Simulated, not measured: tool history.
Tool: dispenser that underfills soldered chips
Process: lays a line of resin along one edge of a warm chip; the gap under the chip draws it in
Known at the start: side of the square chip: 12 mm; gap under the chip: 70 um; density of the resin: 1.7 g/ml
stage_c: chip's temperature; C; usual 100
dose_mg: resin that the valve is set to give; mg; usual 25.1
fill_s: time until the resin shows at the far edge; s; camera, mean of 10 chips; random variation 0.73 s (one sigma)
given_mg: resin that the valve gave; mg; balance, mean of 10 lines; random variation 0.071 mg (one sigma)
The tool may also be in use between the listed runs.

Run 1, hour 0: usual settings. Result: fill_s 71 s, given_mg 24.51 mg.
Run 2, hour 4.7: usual settings. Result: fill_s 93.7 s, given_mg 24.47 mg.
At hour 6.7: new syringe of resin.
Run 3, hour 10.1: usual settings. Result: fill_s 80.5 s, given_mg 24.53 mg.
At hour 14.3: new syringe of resin.
Run 4, hour 15.5: usual settings. Result: fill_s 71.3 s, given_mg 24.43 mg.
At hour 21.7: new syringe of resin.
Run 5, hour 22.2: usual settings. Result: fill_s 69 s, given_mg 24.26 mg.
At hour 29.4: new syringe of resin.
Run 6, hour 30.2: usual settings. Result: fill_s 71.6 s, given_mg 24.18 mg.
At hour 37.1: new syringe of resin.
Run 7, hour 41: usual settings but dose_mg 24.6 mg. Result: fill_s 84.4 s, given_mg 23.71 mg.
At hour 44.5: new syringe of resin.
At hour 52: dispensing valve cleaned and set on the balance.
At hour 52.9: new syringe of resin.
Run 8, hour 52.9: usual settings but dose_mg 24.6 mg. Result: fill_s 68.7 s, given_mg 24.62 mg.
At hour 60.2: new syringe of resin.
Run 9, hour 61.8: usual settings but stage_c 108 C, dose_mg 24.6 mg. Result: fill_s 51.3 s, given_mg 24.5 mg.
At hour 67.9: new syringe of resin.
Run 10, hour 69.1: usual settings but stage_c 108 C, dose_mg 24.6 mg. Result: fill_s 49.7 s, given_mg 24.32 mg.
Run 11, hour 73.7: usual settings but stage_c 89 C. Result: fill_s 152.2 s, given_mg 24.77 mg.
At hour 75.5: new syringe of resin.
At hour 82.9: new syringe of resin.
Run 12, hour 83.1: usual settings but stage_c 91 C. Result: fill_s 106.2 s, given_mg 24.85 mg.
At hour 90.1: new syringe of resin.
Run 13, hour 93.6: usual settings but dose_mg 22.3 mg. Result: fill_s 84.4 s, given_mg 21.81 mg.
At hour 97.5: new syringe of resin.
Run 14, hour 101.2: usual settings but dose_mg 22.3 mg. Result: fill_s 81.8 s, given_mg 21.82 mg.
At hour 104.8: new syringe of resin.
Run 15, hour 107.8: usual settings. Result: fill_s 81.1 s, given_mg 24.57 mg.
At hour 112.7: new syringe of resin.
Run 16, hour 117.1: usual settings but dose_mg 31.1 mg. Result: fill_s 82.6 s, given_mg 30.23 mg.
At hour 120.3: new syringe of resin.
Run 17, hour 123.1: usual settings but dose_mg 31.1 mg. Result: fill_s 76.8 s, given_mg 30 mg.
At hour 127.6: new syringe of resin.
Run 18, hour 132.2: usual settings but stage_c 106 C, dose_mg 21.9 mg. Result: fill_s 70.1 s, given_mg 21.1 mg.
At hour 134.9: new syringe of resin.
At hour 142.1: new syringe of resin.
Run 19, hour 142.1: usual settings but stage_c 111 C, dose_mg 26.7 mg. Result: fill_s 40.9 s, given_mg 25.72 mg.
Run 20, hour 148.8: usual settings but stage_c 111 C. Result: fill_s 60.7 s, given_mg 24.05 mg.
At hour 149.9: new syringe of resin.
Run 21, hour 154.5: usual settings but stage_c 113 C, dose_mg 28 mg. Result: fill_s 49.4 s, given_mg 26.9 mg.
At hour 156.8: dispensing valve cleaned and set on the balance.
At hour 158.6: new syringe of resin.
At hour 165.8: new syringe of resin.
Run 22, hour 166: usual settings but stage_c 93 C, dose_mg 30.7 mg. Result: fill_s 94.4 s, given_mg 30.74 mg.
At hour 173.8: new syringe of resin.
Run 23, hour 174.2: usual settings but stage_c 114 C, dose_mg 24.3 mg. Result: fill_s 39.1 s, given_mg 24.19 mg.
At hour 181.4: new syringe of resin.
Run 24, hour 181.4: usual settings but stage_c 114 C, dose_mg 24.3 mg. Result: fill_s 37 s, given_mg 24.04 mg.
At hour 189: new syringe of resin.
Run 25, hour 190.2: usual settings but stage_c 91 C, dose_mg 29.8 mg. Result: fill_s 110.7 s, given_mg 29.34 mg.
At hour 196.7: new syringe of resin.
Run 26, hour 200.2: usual settings but stage_c 103 C, dose_mg 26.4 mg. Result: fill_s 72.1 s, given_mg 25.96 mg.
At hour 204.1: new syringe of resin.
Run 27, hour 205.3: usual settings but stage_c 106 C, dose_mg 30 mg. Result: fill_s 55.6 s, given_mg 29.68 mg.
At hour 211.4: new syringe of resin.
Run 28, hour 216.2: usual settings but stage_c 106 C, dose_mg 29 mg. Result: fill_s 65.8 s, given_mg 28.34 mg.
At hour 218.8: new syringe of resin.
Run 29, hour 222.3: usual settings but stage_c 111 C, dose_mg 27.7 mg. Result: fill_s 52.2 s, given_mg 27.01 mg.
At hour 226.2: new syringe of resin.
Run 30, hour 230.9: usual settings but stage_c 111 C, dose_mg 26.1 mg. Result: fill_s 55.1 s, given_mg 25.3 mg.
At hour 233.8: new syringe of resin.
At hour 241.1: new syringe of resin.
Run 31, hour 241.7: usual settings but stage_c 85 C, dose_mg 28.7 mg. Result: fill_s 146.2 s, given_mg 27.78 mg.
At hour 248.7: new syringe of resin.
Run 32, hour 249.7: usual settings but dose_mg 25.5 mg. Result: fill_s 76.7 s, given_mg 24.63 mg.
At hour 256.1: new syringe of resin.
Run 33, hour 260: usual settings but stage_c 102 C, dose_mg 23.8 mg. Result: fill_s 78.7 s, given_mg 22.91 mg.
At hour 261.7: dispensing valve cleaned and set on the balance.
At hour 264.4: new syringe of resin.
Run 34, hour 268.5: usual settings but stage_c 94 C, dose_mg 24.8 mg. Result: fill_s 113.8 s, given_mg 24.62 mg.

Forecast each of these 3 alternatives for the next run:
At hour 271.9: new syringe of resin.
Run A, hour 275.5: usual settings but stage_c 114 C, dose_mg 24.8 mg. Result: fill_s ?, given_mg ?.
At hour 271.9: new syringe of resin.
Run B, hour 275.5: usual settings but dose_mg 27.2 mg. Result: fill_s ?, given_mg ?.
At hour 271.9: new syringe of resin.
Run C, hour 275.5: usual settings but stage_c 102 C, dose_mg 22.8 mg. Result: fill_s ?, given_mg ?.

run  fill_s  given_mg
  A    44.5     24.63
  B    82.9     27.04
  C    78.6     22.55
Without the tool's hidden state the same runs would have given:
run  fill_s  given_mg
  A    35.2     24.85
  B    65.5     27.29
  C    62.1     22.75

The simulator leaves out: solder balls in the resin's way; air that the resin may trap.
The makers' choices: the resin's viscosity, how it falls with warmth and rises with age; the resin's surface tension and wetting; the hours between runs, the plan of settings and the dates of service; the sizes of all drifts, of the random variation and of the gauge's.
